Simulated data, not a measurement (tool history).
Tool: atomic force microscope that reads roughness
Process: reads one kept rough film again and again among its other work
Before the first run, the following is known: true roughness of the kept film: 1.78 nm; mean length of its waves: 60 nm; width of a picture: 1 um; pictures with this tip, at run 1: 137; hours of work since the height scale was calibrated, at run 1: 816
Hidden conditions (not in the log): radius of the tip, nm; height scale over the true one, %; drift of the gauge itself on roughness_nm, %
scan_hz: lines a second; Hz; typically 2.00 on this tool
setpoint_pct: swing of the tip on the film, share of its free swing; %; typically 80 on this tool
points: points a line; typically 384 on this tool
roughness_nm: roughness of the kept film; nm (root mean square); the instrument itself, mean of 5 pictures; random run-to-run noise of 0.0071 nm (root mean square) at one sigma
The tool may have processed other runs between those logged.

run,hour,scan_hz,setpoint_pct,points,pictures with this tip,hours of work since the height scale was calibrated,roughness_nm
1,0.0,2.00,80,384,137,816,1.423
2,21.0,2.00,80,384,172,829,1.418
# hour 30.7: new tip fitted
3,53.2,2.00,80,384,37,849,1.424
4,70.5,2.00,80,384,66,860,1.436
5,101.1,2.00,80,384,118,880,1.424
6,123.0,2.00,65,384,154,894,1.560
# hour 141.6: new tip fitted
7,162.0,2.00,65,384,34,918,1.582
8,185.2,2.00,65,384,73,933,1.559
9,217.8,2.00,80,926,127,953,1.419
# hour 220.6: height scale calibrated on a step standard
# hour 253.8: new tip fitted
10,255.1,2.00,80,926,2,21,1.424
11,274.2,2.09,59,353,34,34,1.608
12,301.2,2.00,62,384,80,51,1.586
13,323.5,0.64,62,384,117,65,1.646
14,349.9,0.68,86,526,161,81,1.549
# hour 364.4: new tip fitted
15,381.3,0.68,86,526,28,101,1.555
# hour 398.4: height scale calibrated on a step standard, once more
16,398.4,2.84,81,832,55,0,1.338

Alternative continuations, all from the tool just after run 16; predict every row:
A,434.8,2.00,76,502,116,23,?
B,434.8,1.83,81,686,116,23,?
C,434.8,2.00,80,608,116,23,?

run,roughness_nm
A,1.492
B,1.452
C,1.428
With no hidden state in the tool, these same runs would have given:
run,roughness_nm
A,1.513
B,1.473
C,1.448
